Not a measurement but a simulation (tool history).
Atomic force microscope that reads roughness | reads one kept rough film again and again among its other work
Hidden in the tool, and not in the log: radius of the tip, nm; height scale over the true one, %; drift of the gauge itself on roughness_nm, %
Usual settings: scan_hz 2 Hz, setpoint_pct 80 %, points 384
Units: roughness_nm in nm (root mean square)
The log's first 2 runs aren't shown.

| run | hour | scan_hz | setpoint_pct | points | pictures with this tip | hours of work since the height scale was calibrated | roughness_nm |
|---|---|---|---|---|---|---|---|
| 3 | 68.6 | 2 | 80 | 384 | 87 | 121 | 2.45 |
| 4 | 95.7 | 2 | 80 | 384 | 129 | 136 | 2.43 |
| 5 | 135.1 | 2 | 80 | 384 | 190 | 158 | 2.446 |
| 6 | 167 | 2 | 80 | 384 | 240 | 176 | 2.439 |
| 7 | 200.1 | 2 | 80 | 384 | 291 | 194 | 2.454 |
| 8 | 219.1 | 2 | 80 | 384 | 321 | 204 | 2.435 |
|  | 229.9 | new tip fitted |
| 9 | 243.5 | 2 | 80 | 384 | 21 | 217 | 2.455 |
| 10 | 268.4 | 2 | 80 | 384 | 59 | 231 | 2.473 |
| 11 | 301.8 | 2 | 80 | 384 | 111 | 249 | 2.445 |
| 12 | 332 | 2 | 80 | 384 | 158 | 266 | 2.444 |
| 13 | 367.5 | 2 | 80 | 384 | 213 | 285 | 2.435 |
| 14 | 403.9 | 2 | 80 | 384 | 270 | 305 | 2.445 |
| 15 | 422.3 | 2 | 80 | 384 | 298 | 315 | 2.447 |
|  | 446.4 | new tip fitted |
| 16 | 449.3 | 2 | 80 | 384 | 5 | 330 | 2.453 |
| 17 | 466.3 | 2 | 80 | 384 | 31 | 339 | 2.454 |
| 18 | 499.3 | 2 | 80 | 384 | 82 | 358 | 2.442 |
| 19 | 536.4 | 2 | 90 | 384 | 140 | 378 | 2.36 |
| 20 | 558.7 | 2 | 90 | 384 | 175 | 390 | 2.354 |
| 21 | 580.4 | 2 | 90 | 384 | 208 | 402 | 2.341 |
| 22 | 609.3 | 2 | 90 | 384 | 253 | 418 | 2.356 |
| 23 | 638.5 | 2.44 | 80 | 384 | 299 | 434 | 2.397 |
|  | 663.2 | new tip fitted |
| 24 | 675.5 | 2.44 | 80 | 384 | 19 | 454 | 2.426 |
| 25 | 702.5 | 2.78 | 56 | 407 | 61 | 469 | 2.567 |

The next listed run, before its measurement:
| 26 | 730.5 | 2.59 | 80 | 384 | 105 | 484 | ? |

{"run 26": {"roughness_nm": 2.402}}
Without the tool's hidden state the same run would have given roughness_nm 2.404 nm (root mean square).
